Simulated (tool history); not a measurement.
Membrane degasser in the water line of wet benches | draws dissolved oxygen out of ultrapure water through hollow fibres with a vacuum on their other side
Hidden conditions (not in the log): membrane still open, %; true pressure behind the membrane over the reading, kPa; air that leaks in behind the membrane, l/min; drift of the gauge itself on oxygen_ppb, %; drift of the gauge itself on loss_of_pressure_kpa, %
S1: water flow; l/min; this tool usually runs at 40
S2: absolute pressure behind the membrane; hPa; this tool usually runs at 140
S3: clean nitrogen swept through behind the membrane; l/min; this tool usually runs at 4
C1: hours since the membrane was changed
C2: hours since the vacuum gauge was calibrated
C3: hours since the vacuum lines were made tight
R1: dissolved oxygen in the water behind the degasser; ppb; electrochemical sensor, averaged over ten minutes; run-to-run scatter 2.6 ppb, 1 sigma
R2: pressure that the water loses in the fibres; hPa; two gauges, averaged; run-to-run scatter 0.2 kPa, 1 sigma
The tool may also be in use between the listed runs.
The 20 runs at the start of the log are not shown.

| run | day | S1 | S2 | S3 | C1 | C2 | C3 | R1 | R2 |
|---|---|---|---|---|---|---|---|---|---|
| 21 | 87.721 | 36 | 148 | 11.35 | 2423 | 3405 | 2636 | 106.7 | 395.2 |
| 22 | 92.479 | 40 | 140 | 2.05 | 2537 | 3520 | 2750 | 487.1 | 440.5 |
| 23 | 96.033 | 62 | 93 | 2.05 | 2622 | 3605 | 2835 | 479.4 | 686.1 |
| 24 | 101.758 | 62 | 93 | 2.05 | 2760 | 3742 | 2973 | 492.2 | 682.9 |
| 25 | 107.608 | 62 | 293 | 1.9 | 2900 | 3883 | 3113 | 1606.8 | 677.2 |
|  | 109.942 | seals of the vacuum lines changed |
| 26 | 111.05 | 51 | 105 | 9.52 | 2981 | 3963 | 27 | 150.2 | 565.3 |
| 27 | 116.358 | 51 | 105 | 2.02 | 3108 | 4091 | 154 | 451 | 565.1 |
| 28 | 122.438 | 40 | 181 | 7.15 | 3254 | 4236 | 300 | 223.6 | 441.9 |
|  | 126.433 | vacuum gauge calibrated |
| 29 | 128.071 | 41 | 140 | 4 | 3389 | 39 | 435 | 275.2 | 454.1 |
| 30 | 133.083 | 45 | 329 | 4 | 3509 | 160 | 555 | 747.9 | 499.1 |
| 31 | 136.408 | 45 | 130 | 2.71 | 3589 | 239 | 635 | 380.5 | 500 |
| 32 | 139.692 | 45 | 130 | 10.16 | 3668 | 318 | 713 | 136.6 | 496.3 |

Predict each of these 4 candidate next runs independently; none follows another, all start after run 32:
| A | 145.117 | 33 | 114 | 3.5 | 3798 | 448 | 844 | ? | ? |
| B | 145.117 | 40 | 85 | 3.82 | 3798 | 448 | 844 | ? | ? |
| C | 145.117 | 36 | 130 | 2.14 | 3798 | 448 | 844 | ? | ? |
| D | 145.117 | 62 | 114 | 10.16 | 3798 | 448 | 844 | ? | ? |

| run | R1 | R2 |
|---|---|---|
| A | 190.2 | 365.9 |
| B | 150.1 | 445.8 |
| C | 369.6 | 400.4 |
| D | 218.3 | 691.7 |
Had the tool no hidden state, the same runs would have come out as:
| run | R1 | R2 |
|---|---|---|
| A | 186.4 | 351.3 |
| B | 144 | 428.1 |
| C | 364 | 384.5 |
| D | 200.8 | 664.3 |
